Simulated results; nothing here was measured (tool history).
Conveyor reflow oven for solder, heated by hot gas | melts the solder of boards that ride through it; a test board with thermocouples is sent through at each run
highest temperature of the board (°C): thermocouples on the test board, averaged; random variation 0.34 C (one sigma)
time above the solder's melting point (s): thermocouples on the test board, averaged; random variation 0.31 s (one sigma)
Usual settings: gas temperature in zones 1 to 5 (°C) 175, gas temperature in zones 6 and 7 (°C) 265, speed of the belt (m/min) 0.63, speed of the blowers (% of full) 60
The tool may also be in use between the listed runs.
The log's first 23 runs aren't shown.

run	hour	gas temperature in zones 1 to 5 (°C)	gas temperature in zones 6 and 7 (°C)	speed of the belt (m/min)	speed of the blowers (% of full)	hours of work since the flux was cleaned out	hours of work since the belt drive was overhauled	hours of work since the thermocouples were changed	highest temperature of the board (°C)	time above the solder's melting point (s)
24	374.1	175	258	0.637	58	210	425	173	236.6	30.5
25	393.5	175	270	0.63	85	219	434	183	252.3	43.4
26	413.2	160	262	0.648	58	228	443	192	235.8	25.1
27	430.9	189	258	0.605	76	237	452	200	245.2	45.1
28	444	183	275	0.605	51	243	458	206	252	45.9
29	464.2	160	260	0.605	50	253	467	216	234.6	24.7
30	486.7	160	265	0.652	60	263	478	226	238.5	27
31	500.4	178	263	0.543	60	270	484	233	248	47.9

Forecast each of these 4 alternatives for the next run:
A	511.2	175	260	0.63	60	275	489	238	?	?
B	511.2	170	265	0.63	60	275	489	238	?	?
C	511.2	189	263	0.543	87	275	489	238	?	?
D	511.2	178	267	0.543	60	275	489	238	?	?

run	highest temperature of the board (°C)	time above the solder's melting point (s)
A	238.7	32.9
B	241.9	33.8
C	252.9	56.5
D	250.2	50.6
Without the tool's hidden state the same runs would have given:
run	highest temperature of the board (°C)	time above the solder's melting point (s)
A	239.8	34
B	243.2	34.8
C	253.6	56.6
D	251.1	50.9
